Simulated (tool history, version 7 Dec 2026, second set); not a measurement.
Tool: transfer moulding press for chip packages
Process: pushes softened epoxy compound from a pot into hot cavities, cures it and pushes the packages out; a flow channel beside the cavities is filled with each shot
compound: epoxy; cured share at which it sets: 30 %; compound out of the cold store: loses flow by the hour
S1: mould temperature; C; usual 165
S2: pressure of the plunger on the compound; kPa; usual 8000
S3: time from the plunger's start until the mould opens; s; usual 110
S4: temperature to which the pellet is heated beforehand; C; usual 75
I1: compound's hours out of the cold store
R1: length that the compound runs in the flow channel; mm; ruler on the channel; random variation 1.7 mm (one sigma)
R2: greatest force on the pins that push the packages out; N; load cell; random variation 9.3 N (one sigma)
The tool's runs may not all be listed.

| run | hour | S1 | S2 | S3 | S4 | I1 | R1 | R2 |
|---|---|---|---|---|---|---|---|---|
| 1 | 0 | 165 | 8000 | 110 | 75 | 42 | 570 | 870 |
|  | 20.1 | cavities cleaned with cleaning compound and waxed |
| 2 | 29.1 | 165 | 8000 | 110 | 75 | 9.7 | 623 | 607 |
| 3 | 67 | 165 | 7010 | 110 | 75 | 32.7 | 544 | 903 |
|  | 80.8 | cavities cleaned with cleaning compound and waxed |
| 4 | 94.9 | 165 | 7020 | 110 | 75 | 43.3 | 524 | 669 |
|  | 115 | plunger's sealing rings changed |
| 5 | 135.9 | 165 | 7020 | 110 | 75 | 44.2 | 536 | 889 |
|  | 144.7 | cavities cleaned with cleaning compound and waxed |
| 6 | 164.3 | 165 | 7020 | 110 | 75 | 34.6 | 553 | 708 |
| 7 | 196.9 | 159 | 8000 | 110 | 75 | 45.4 | 576 | 1247 |
|  | 206.4 | cavities cleaned with cleaning compound and waxed |
| 8 | 215.4 | 159 | 8000 | 110 | 75 | 44.8 | 579 | 778 |
| 9 | 238.7 | 159 | 8000 | 110 | 75 | 9.8 | 635 | 1244 |
|  | 267.1 | cavities cleaned with cleaning compound and waxed |
| 10 | 271.9 | 159 | 8000 | 110 | 75 | 11.3 | 634 | 779 |
| 11 | 302.6 | 166 | 8000 | 110 | 75 | 32.7 | 575 | 802 |
|  | 329 | cavities cleaned with cleaning compound and waxed |
| 12 | 333 | 166 | 8000 | 110 | 75 | 16.7 | 600 | 503 |
|  | 347.8 | plunger's sealing rings changed |
| 13 | 369.7 | 165 | 8000 | 110 | 75 | 33.3 | 596 | 804 |
|  | 393.2 | cavities cleaned with cleaning compound and waxed |
| 14 | 399.5 | 164 | 8000 | 110 | 75 | 40.6 | 580 | 558 |
| 15 | 434.4 | 164 | 8000 | 110 | 75 | 12.6 | 630 | 898 |
|  | 453.8 | cavities cleaned with cleaning compound and waxed |
| 16 | 474.2 | 165 | 7950 | 110 | 75 | 44.4 | 563 | 683 |
| 17 | 504.7 | 169 | 9780 | 110 | 81 | 12 | 675 | 801 |
|  | 516.3 | cavities cleaned with cleaning compound and waxed |
| 18 | 523.6 | 169 | 9780 | 110 | 81 | 12.9 | 668 | 492 |
| 19 | 555.3 | 165 | 8000 | 104 | 76 | 19.4 | 600 | 910 |
|  | 579.8 | plunger's sealing rings changed |
|  | 581.3 | cavities cleaned with cleaning compound and waxed |
| 20 | 595.5 | 169 | 8000 | 97 | 75 | 45.5 | 566 | 638 |
| 21 | 615 | 172 | 9970 | 110 | 71 | 38.9 | 637 | 692 |
|  | 642.6 | cavities cleaned with cleaning compound and waxed |
| 22 | 642.6 | 172 | 9970 | 110 | 71 | 40.2 | 633 | 361 |
| 23 | 675.6 | 172 | 9970 | 110 | 71 | 39.2 | 630 | 679 |
| 24 | 695.5 | 167 | 9970 | 110 | 72 | 28.4 | 657 | 817 |
|  | 701.1 | mould's thermocouples calibrated |
|  | 707.6 | cavities cleaned with cleaning compound and waxed |
| 25 | 733 | 167 | 9970 | 110 | 72 | 9.5 | 690 | 748 |
|  | 769.2 | cavities cleaned with cleaning compound and waxed |
| 26 | 773.4 | 165 | 8000 | 99 | 75 | 13.9 | 610 | 598 |
| 27 | 789.9 | 165 | 6340 | 143 | 75 | 41.3 | 501 | 590 |

Measured less the same run without the tool's hidden state. The same run-to-run variation is in both; the gauge's scatter may not be:
The hidden state here: true mould temperature over the reading, C; pressure that reaches the compound, % of what is set; grip of the stained cavities, % over clean ones'; drift of the gauge itself on flow_mm, %; drift of the gauge itself on push_out_n, %.
| run | R1 | R2 |
|---|---|---|
| 1 | -14 | +462 |
| 2 | -18 | +171 |
| 3 | -20 | +472 |
| 4 | -22 | +245 |
| 5 | -5 | +479 |
| 6 | -7 | +288 |
| 7 | -11 | +644 |
| 8 | -14 | +191 |
| 9 | -17 | +576 |
| 10 | -21 | +127 |
| 11 | -23 | +399 |
| 12 | -27 | +76 |
| 13 | -5 | +400 |
| 14 | -8 | +120 |
| 15 | -12 | +447 |
| 16 | -15 | +271 |
| 17 | -21 | +423 |
| 18 | -24 | +124 |
| 19 | -25 | +437 |
| 20 | -6 | +217 |
| 21 | -8 | +341 |
| 22 | -11 | +5 |
| 23 | -15 | +339 |
| 24 | -18 | +426 |
| 25 | -21 | +344 |
| 26 | -24 | +90 |
| 27 | -21 | +247 |
